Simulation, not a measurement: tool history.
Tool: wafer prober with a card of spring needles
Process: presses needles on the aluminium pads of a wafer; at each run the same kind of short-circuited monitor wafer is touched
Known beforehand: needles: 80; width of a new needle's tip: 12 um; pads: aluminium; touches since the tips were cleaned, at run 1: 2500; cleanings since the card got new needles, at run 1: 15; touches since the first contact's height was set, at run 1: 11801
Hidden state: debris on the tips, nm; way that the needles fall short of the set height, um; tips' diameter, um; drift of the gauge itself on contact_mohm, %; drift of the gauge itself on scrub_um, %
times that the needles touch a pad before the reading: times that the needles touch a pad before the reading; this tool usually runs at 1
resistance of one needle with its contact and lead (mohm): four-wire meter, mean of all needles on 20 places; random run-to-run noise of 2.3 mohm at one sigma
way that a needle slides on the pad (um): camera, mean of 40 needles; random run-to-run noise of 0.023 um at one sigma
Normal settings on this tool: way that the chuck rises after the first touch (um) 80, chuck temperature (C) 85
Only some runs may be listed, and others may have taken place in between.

run  hour  way that the chuck rises after the first touch (um)  chuck temperature (C)  times that the needles touch a pad before the reading  touches since the tips were cleaned  cleanings since the card got new needles  touches since the first contact's height was set  resistance of one needle with its contact and lead (mohm)  way that a needle slides on the pad (um)
  1     0                                                   80                     85                                                      1                                 2500                                        15                                             11801                                                        284                                     17.85
  2  13.4                                                   80                     85                                                      1                                 5617                                        15                                             14918                                                        301                                     17.85
  3  21.3                                                   80                     69                                                      1                                 7436                                        15                                             16737                                                        300                                     17.85
     22.2  -- tips cleaned on abrasive film
  4  29.9                                                   80                     69                                                      1                                 1779                                        16                                             18714                                                        284                                     17.85
  5  44.9                                                   80                     85                                                      1                                 5265                                        16                                             22200                                                        297                                     17.88
     54.7  -- tips cleaned on abrasive film
  6  60.8                                                   78                     73                                                      1                                 1424                                        17                                             25858                                                        276                                     17.37
  7  74.3                                                   80                     66                                                      2                                 4559                                        17                                             28993                                                        277                                     17.85

Expected results for the next run?
     76.2  -- height of the first contact set anew
  8  84.1                                                   77                     85                                                      1                                 6760                                        17                                              1830                                                          ?                                         ?

{"run 8": {"resistance of one needle with its contact and lead (mohm)": 300, "way that a needle slides on the pad (um)": 17.11}}
With the hidden condition absent and the run-to-run variation left alone, this run would have shown resistance of one needle with its contact and lead (mohm) 265, way that a needle slides on the pad (um) 17.21.
